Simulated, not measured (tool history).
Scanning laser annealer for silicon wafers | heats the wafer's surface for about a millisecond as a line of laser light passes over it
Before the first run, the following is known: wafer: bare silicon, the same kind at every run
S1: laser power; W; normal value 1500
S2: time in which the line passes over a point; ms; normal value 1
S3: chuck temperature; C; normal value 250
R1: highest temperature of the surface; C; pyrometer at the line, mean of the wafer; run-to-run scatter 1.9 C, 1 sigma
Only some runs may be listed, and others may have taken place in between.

run 1 hour=0 | S1=1500 S2=1 S3=250 | R1=1077
run 2 hour=8.9 | S1=1500 S2=1 S3=240 | R1=1061
run 3 hour=16 | S1=1500 S2=1 S3=250 | R1=1072
run 4 hour=20.5 | S1=1332 S2=1 S3=250 | R1=951
run 5 hour=26.2 | S1=1332 S2=1 S3=250 | R1=956
run 6 hour=31.1 | S1=1500 S2=1.1 S3=250 | R1=1120
run 7 hour=36.7 | S1=1500 S2=1.07 S3=250 | R1=1105
run 8 hour=45.9 | S1=1500 S2=1.07 S3=250 | R1=1104
run 9 hour=55.6 | S1=1500 S2=1.07 S3=250 | R1=1105
run 10 hour=60.7 | S1=1500 S2=1 S3=250 | R1=1073
run 11 hour=69.4 | S1=1500 S2=1 S3=250 | R1=1073
run 12 hour=77.1 | S1=1500 S2=1 S3=250 | R1=1070
run 13 hour=81.1 | S1=1500 S2=1 S3=250 | R1=1068
run 14 hour=86.1 | S1=1367 S2=1 S3=238 | R1=966
run 15 hour=95.9 | S1=1367 S2=1 S3=238 | R1=964
run 16 hour=105 | S1=1476 S2=1 S3=260 | R1=1060
run 17 hour=109.4 | S1=1351 S2=0.85 S3=273 | R1=919
run 18 hour=114.8 | S1=1334 S2=0.85 S3=285 | R1=918
run 19 hour=123.4 | S1=1522 S2=1 S3=250 | R1=1082
run 20 hour=127.7 | S1=1522 S2=1 S3=250 | R1=1084
run 21 hour=131.8 | S1=1362 S2=0.71 S3=227 | R1=816
run 22 hour=140 | S1=1362 S2=0.71 S3=227 | R1=811
run 23 hour=147 | S1=1371 S2=1 S3=284 | R1=1010
run 24 hour=151 | S1=1371 S2=1 S3=284 | R1=1010
run 25 hour=156.8 | S1=1380 S2=0.77 S3=250 | R1=878
run 26 hour=161 | S1=1380 S2=0.77 S3=250 | R1=875

Alternative continuations, all from the tool just after run 26; predict every row:
run A hour=168.4 | S1=1375 S2=0.77 S3=275 | R1=?
run B hour=168.4 | S1=1338 S2=1.1 S3=250 | R1=?
run C hour=168.4 | S1=1500 S2=1 S3=283 | R1=?
run D hour=168.4 | S1=1411 S2=0.77 S3=271 | R1=?

run=A R1=897
run=B R1=990
run=C R1=1096
run=D R1=915
Without the tool's unlogged condition, the same runs would have read:
run=A R1=916
run=B R1=1014
run=C R1=1121
run=D R1=935

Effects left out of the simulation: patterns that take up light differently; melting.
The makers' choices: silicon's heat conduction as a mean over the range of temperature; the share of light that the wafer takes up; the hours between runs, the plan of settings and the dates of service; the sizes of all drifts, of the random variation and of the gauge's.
